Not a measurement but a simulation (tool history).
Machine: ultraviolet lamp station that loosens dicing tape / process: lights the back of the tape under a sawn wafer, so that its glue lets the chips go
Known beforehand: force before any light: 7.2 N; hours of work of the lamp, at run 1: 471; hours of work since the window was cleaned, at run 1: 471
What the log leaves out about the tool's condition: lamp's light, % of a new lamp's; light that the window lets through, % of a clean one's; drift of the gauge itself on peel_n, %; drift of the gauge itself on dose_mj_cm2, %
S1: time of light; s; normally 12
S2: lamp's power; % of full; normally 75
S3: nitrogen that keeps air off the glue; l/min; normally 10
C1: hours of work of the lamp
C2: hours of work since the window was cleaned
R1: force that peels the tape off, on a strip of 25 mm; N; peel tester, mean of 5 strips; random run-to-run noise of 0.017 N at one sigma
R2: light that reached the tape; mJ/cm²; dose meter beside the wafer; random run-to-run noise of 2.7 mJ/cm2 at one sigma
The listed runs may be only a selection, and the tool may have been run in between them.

| run | day | S1 | S2 | S3 | C1 | C2 | R1 | R2 |
|---|---|---|---|---|---|---|---|---|
| 1 | 0 | 12 | 75 | 10 | 471 | 471 | 1.214 | 298 |
| 2 | 0.667 | 12 | 75 | 10 | 480 | 480 | 1.246 | 297 |
| 3 | 1.288 | 12 | 88 | 10 | 488 | 488 | 0.96 | 345 |
| 4 | 2.075 | 12 | 88 | 10 | 499 | 499 | 0.959 | 345 |
| 5 | 2.8 | 12 | 88 | 15 | 509 | 509 | 0.716 | 339 |
| 6 | 3.479 | 12 | 88 | 15 | 518 | 518 | 0.759 | 341 |
| 7 | 4.583 | 12 | 78 | 15 | 533 | 533 | 0.953 | 301 |
| 8 | 5.642 | 12 | 78 | 15 | 547 | 547 | 0.96 | 301 |
| 9 | 6.329 | 12 | 78 | 15 | 557 | 557 | 0.958 | 297 |
| 10 | 7.162 | 12 | 75 | 10 | 568 | 568 | 1.404 | 284 |
| 11 | 7.883 | 10 | 75 | 10 | 578 | 578 | 1.87 | 238 |
| 12 | 8.962 | 10 | 75 | 10 | 592 | 592 | 1.872 | 230 |
| 13 | 10.067 | 10 | 75 | 10 | 607 | 607 | 1.836 | 229 |
| 14 | 10.625 | 10 | 75 | 10 | 615 | 615 | 1.949 | 230 |
| 15 | 11.675 | 10 | 75 | 10 | 629 | 629 | 1.842 | 228 |
|  | 11.912 | window cleaned of glue's vapour |
| 16 | 12.375 | 10 | 75 | 10 | 638 | 6 | 1.872 | 230 |
| 17 | 13.017 | 19 | 75 | 10 | 647 | 15 | 0.594 | 426 |
| 18 | 13.625 | 19 | 75 | 10 | 655 | 23 | 0.613 | 428 |
| 19 | 14.125 | 19 | 75 | 10 | 662 | 30 | 0.609 | 426 |
|  | 14.825 | window cleaned of glue's vapour, once more |
| 20 | 15.042 | 9 | 75 | 10 | 674 | 3 | 2.013 | 214 |
| 21 | 15.975 | 9 | 75 | 10 | 686 | 16 | 2.029 | 214 |
| 22 | 16.85 | 9 | 75 | 10 | 698 | 27 | 2.054 | 213 |
| 23 | 17.658 | 12 | 68 | 10 | 709 | 38 | 1.6 | 253 |
| 24 | 18.729 | 12 | 68 | 10 | 724 | 53 | 1.704 | 254 |
| 25 | 19.783 | 18 | 60 | 11 | 738 | 67 | 1.02 | 328 |
| 26 | 20.571 | 18 | 60 | 11 | 749 | 78 | 0.989 | 330 |
| 27 | 21.329 | 14 | 83 | 10 | 759 | 88 | 0.966 | 348 |
| 28 | 22.233 | 18 | 62 | 10 | 771 | 100 | 1.037 | 341 |
| 29 | 22.996 | 6 | 62 | 5 | 781 | 110 | 4.244 | 111 |
| 30 | 23.675 | 12 | 77 | 9 | 790 | 120 | 1.541 | 273 |
| 31 | 24.225 | 7 | 62 | 9 | 798 | 127 | 3.46 | 129 |
| 32 | 25.379 | 8 | 62 | 9 | 814 | 143 | 3.046 | 145 |
| 33 | 25.967 | 23 | 66 | 5 | 821 | 151 | 1.052 | 441 |
| 34 | 27.012 | 11 | 93 | 11 | 836 | 165 | 1.164 | 297 |
| 35 | 27.683 | 13 | 81 | 17 | 845 | 174 | 0.868 | 306 |
| 36 | 28.225 | 12 | 68 | 17 | 852 | 181 | 1.399 | 236 |
| 37 | 29.371 | 12 | 68 | 17 | 867 | 197 | 1.407 | 235 |
| 38 | 29.971 | 12 | 68 | 17 | 876 | 205 | 1.449 | 231 |
| 39 | 30.858 | 12 | 68 | 17 | 888 | 217 | 1.431 | 231 |
| 40 | 31.571 | 6 | 82 | 3 | 897 | 226 | 4.457 | 141 |
| 41 | 32.304 | 20 | 63 | 18 | 907 | 236 | 0.58 | 354 |
| 42 | 32.929 | 15 | 62 | 10 | 916 | 245 | 1.615 | 260 |

How would selected steps in R1 from run to run divide? Give the signed amount a tool lacking its hidden state would still show from settings, what came in and random variation, and the signed amount left for the hidden state, including any gauge scatter that is not in both of the compared results.
Run 16 -> 17: S1 10 -> 19. R1 -1.278 N: hidden state -0.39, all else -0.888.
Run 28 -> 29: S1 18 -> 6, S3 10 -> 5. R1 +3.207 N: hidden state +0.214, all else +2.993.
Run 39 -> 40: S1 12 -> 6, S2 68 -> 82, S3 17 -> 3. R1 +3.026 N: hidden state +0.19, all else +2.836.
Run 40 -> 41: S1 6 -> 20, S2 82 -> 63, S3 3 -> 18. R1 -3.877 N: hidden state -0.561, all else -3.316.
Run 41 -> 42: S1 20 -> 15, S2 63 -> 62, S3 18 -> 10. R1 +1.035 N: hidden state +0.455, all else +0.58.

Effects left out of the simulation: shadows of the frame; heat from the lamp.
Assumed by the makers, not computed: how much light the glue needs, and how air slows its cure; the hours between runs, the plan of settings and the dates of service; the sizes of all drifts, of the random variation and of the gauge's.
